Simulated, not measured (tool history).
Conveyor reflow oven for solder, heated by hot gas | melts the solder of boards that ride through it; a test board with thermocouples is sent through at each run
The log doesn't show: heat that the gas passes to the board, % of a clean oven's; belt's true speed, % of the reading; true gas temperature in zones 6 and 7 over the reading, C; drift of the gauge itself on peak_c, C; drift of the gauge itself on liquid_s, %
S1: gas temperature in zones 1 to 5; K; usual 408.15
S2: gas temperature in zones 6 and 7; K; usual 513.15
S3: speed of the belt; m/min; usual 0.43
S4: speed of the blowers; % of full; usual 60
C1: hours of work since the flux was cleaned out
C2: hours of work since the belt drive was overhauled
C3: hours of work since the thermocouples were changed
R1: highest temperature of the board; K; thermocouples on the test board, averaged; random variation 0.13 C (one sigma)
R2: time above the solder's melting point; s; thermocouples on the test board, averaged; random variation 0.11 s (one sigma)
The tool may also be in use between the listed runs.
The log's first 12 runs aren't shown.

run,hour,S1,S2,S3,S4,C1,C2,C3,R1,R2
13,889.6,408.15,506.15,0.43,74,189,589,240,490.55,62.3
14,990.2,408.15,513.15,0.409,60,249,650,301,494.65,68.6
# hour 999.9: belt drive overhauled, speed set with a stopwatch
15,1083.6,419.15,513.15,0.409,60,303,50,354,496.65,74.7
# hour 1107.3: flux residue cleaned out of gas plates and filters
16,1187.4,402.15,505.15,0.466,60,48,110,414,483.75,48.8
17,1243.4,408.15,501.15,0.477,60,82,144,448,480.65,46.4
18,1314.4,408.15,501.15,0.477,60,125,187,491,480.35,46
19,1369.2,408.15,501.15,0.477,60,158,220,524,480.35,45.9
20,1432.9,406.15,523.15,0.438,51,196,258,562,498.05,65.6
# hour 1445.5: belt drive overhauled, speed set with a stopwatch, once more
21,1516.1,406.15,523.15,0.438,51,244,43,610,497.05,64
22,1561,406.15,523.15,0.438,51,271,70,637,497.05,63.9
23,1617.6,416.15,513.15,0.43,60,305,104,671,494.55,67.2
# hour 1637: flux residue cleaned out of gas plates and filters
24,1700.7,421.15,513.15,0.512,80,38,151,718,496.35,59.6
25,1780.9,421.15,503.15,0.347,84,87,199,766,497.05,91.3
26,1834.7,421.15,503.15,0.347,84,119,232,799,497.05,90.8
27,1892.6,421.15,503.15,0.385,84,154,266,834,494.85,80.1
# hour 1915.7: thermocouples of zones 6 and 7 changed
28,1961.5,416.15,519.15,0.517,51,194,307,28,488.75,50.9
29,2042.6,416.15,519.15,0.517,51,243,356,76,488.45,50.4
30,2126.2,416.15,519.15,0.517,51,294,406,127,488.35,50.4

4 ways to go on from here, each from the tool as it stands after run 30. What would each give?
# hour 2166.4: flux residue cleaned out of gas plates and filters
A,2197.6,408.15,514.15,0.404,82,19,446,167,?,?
# hour 2166.4: flux residue cleaned out of gas plates and filters
B,2197.6,408.15,513.15,0.401,60,19,446,167,?,?
# hour 2166.4: flux residue cleaned out of gas plates and filters
C,2197.6,407.15,525.15,0.517,51,19,446,167,?,?
# hour 2166.4: flux residue cleaned out of gas plates and filters
D,2197.6,416.15,519.15,0.415,51,19,446,167,?,?

run,R1,R2
A,501.65,75.5
B,496.25,71.4
C,492.25,51
D,499.45,73.8
Without the tool's hidden state the same runs would have given:
run,R1,R2
A,501.75,75.1
B,496.35,71
C,492.25,50.7
D,499.45,73.4

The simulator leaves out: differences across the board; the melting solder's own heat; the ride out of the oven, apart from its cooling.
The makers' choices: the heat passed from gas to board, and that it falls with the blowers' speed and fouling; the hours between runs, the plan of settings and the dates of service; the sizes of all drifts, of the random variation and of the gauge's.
